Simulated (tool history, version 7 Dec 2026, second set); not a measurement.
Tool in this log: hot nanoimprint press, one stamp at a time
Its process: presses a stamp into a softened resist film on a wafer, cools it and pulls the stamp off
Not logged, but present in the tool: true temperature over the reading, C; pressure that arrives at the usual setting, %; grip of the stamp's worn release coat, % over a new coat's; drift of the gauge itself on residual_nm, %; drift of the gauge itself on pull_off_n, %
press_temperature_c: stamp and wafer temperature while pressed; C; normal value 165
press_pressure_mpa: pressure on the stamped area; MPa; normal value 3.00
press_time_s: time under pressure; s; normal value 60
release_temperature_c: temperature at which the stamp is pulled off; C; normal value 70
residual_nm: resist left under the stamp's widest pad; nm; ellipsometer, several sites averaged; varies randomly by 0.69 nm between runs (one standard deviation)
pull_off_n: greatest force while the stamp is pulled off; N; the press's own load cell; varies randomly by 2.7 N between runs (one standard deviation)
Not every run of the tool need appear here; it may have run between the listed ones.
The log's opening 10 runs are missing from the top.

run	hour	press_temperature_c	press_pressure_mpa	press_time_s	release_temperature_c	hours of work since the thermocouple was calibrated	imprints on the stamp's release coat	hours of work since the press's seals were changed	residual_nm	pull_off_n
11	75.1	165	3.13	60	70	133	682	94	99.8	182
12	81.6	165	3.00	52	70	136	705	97	107.6	181
13	92.0	175	3.00	52	70	141	742	102	81.2	185
14	97.3	175	2.91	52	70	144	761	105	82.6	187
15	105.1	165	3.00	60	70	147	789	108	102.2	179
# hour 113.1: stamp cleaned and given a new release coat
16	118.3	160	3.00	60	76	151	18	112	118.8	167
17	129.0	160	3.00	60	76	155	57	116	119.7	167
18	138.8	168	3.00	60	78	160	92	121	94.4	157
19	146.2	165	2.01	89	70	163	119	124	113.3	179
20	154.2	165	2.01	89	70	167	148	128	113.0	180
21	164.8	165	3.45	53	78	172	185	133	98.8	160
22	172.1	153	4.26	60	64	175	212	136	122.0	204
23	181.2	153	3.47	56	64	179	245	140	138.3	201
24	187.4	175	3.00	60	70	182	267	143	77.7	183
25	195.6	175	3.00	60	70	186	296	147	76.9	180
26	206.0	175	3.00	60	70	191	333	152	76.5	185
27	211.8	175	3.00	60	70	194	354	155	78.0	180
28	216.5	162	2.99	60	69	196	371	157	113.3	186
29	222.4	170	3.61	46	66	198	393	159	87.5	195
30	229.7	170	3.61	46	59	202	419	163	87.8	214

Branching from run 30: 3 alternative next runs. What would each branch give?
A	234.8	165	3.26	60	70	204	437	165	?	?
B	234.8	165	3.00	67	70	204	437	165	?	?
C	234.8	165	2.28	113	56	204	437	165	?	?

run	residual_nm	pull_off_n
A	97.6	182
B	98.9	180
C	97.0	228
Stripped of hidden state, with their random variation kept, the same runs would have yielded:
run	residual_nm	pull_off_n
A	97.5	182
B	98.8	179
C	96.9	227

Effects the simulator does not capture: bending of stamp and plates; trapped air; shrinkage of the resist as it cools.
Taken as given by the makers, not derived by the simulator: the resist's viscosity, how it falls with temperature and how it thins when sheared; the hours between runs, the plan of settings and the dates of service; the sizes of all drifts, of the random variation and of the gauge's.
